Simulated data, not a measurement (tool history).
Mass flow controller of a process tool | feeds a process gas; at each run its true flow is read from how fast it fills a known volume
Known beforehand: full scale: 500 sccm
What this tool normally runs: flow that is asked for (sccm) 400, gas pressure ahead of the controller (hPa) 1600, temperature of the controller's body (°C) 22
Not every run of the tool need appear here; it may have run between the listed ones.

run,hour,flow that is asked for (sccm),gas pressure ahead of the controller (hPa),temperature of the controller's body (°C),true flow (%)
1,0.0,400,1600,22,99.40
2,115.6,400,1600,22,99.50
3,287.1,332,1600,22,99.01
4,450.4,400,1600,22,99.27
5,571.9,400,1600,22,99.56
6,699.7,400,1600,22,99.27
7,829.5,400,1600,22,99.37
8,985.2,400,1600,22,99.37
9,1062.2,400,1600,22,99.18
10,1170.8,400,1650,22,99.37
11,1307.0,400,1650,22,99.34
12,1406.6,473,1650,22,99.69
13,1515.7,333,1600,22,99.07
14,1682.3,400,1600,22,99.44
15,1834.6,94,2350,23,98.73
16,2007.3,135,1420,38,100.03
17,2149.1,165,1650,38,99.96
18,2265.0,400,1610,22,99.27
19,2413.2,114,2350,22,98.33
20,2493.3,114,2350,22,98.60
21,2614.7,114,2350,22,98.47
22,2755.6,114,2350,22,98.50

Run 23 has not been measured yet. What should we expect?
23,2895.9,400,2740,26,?

Run 23 produced true flow (%) 99.16.
Without the tool's hidden state the same run would have given true flow (%) 99.23.
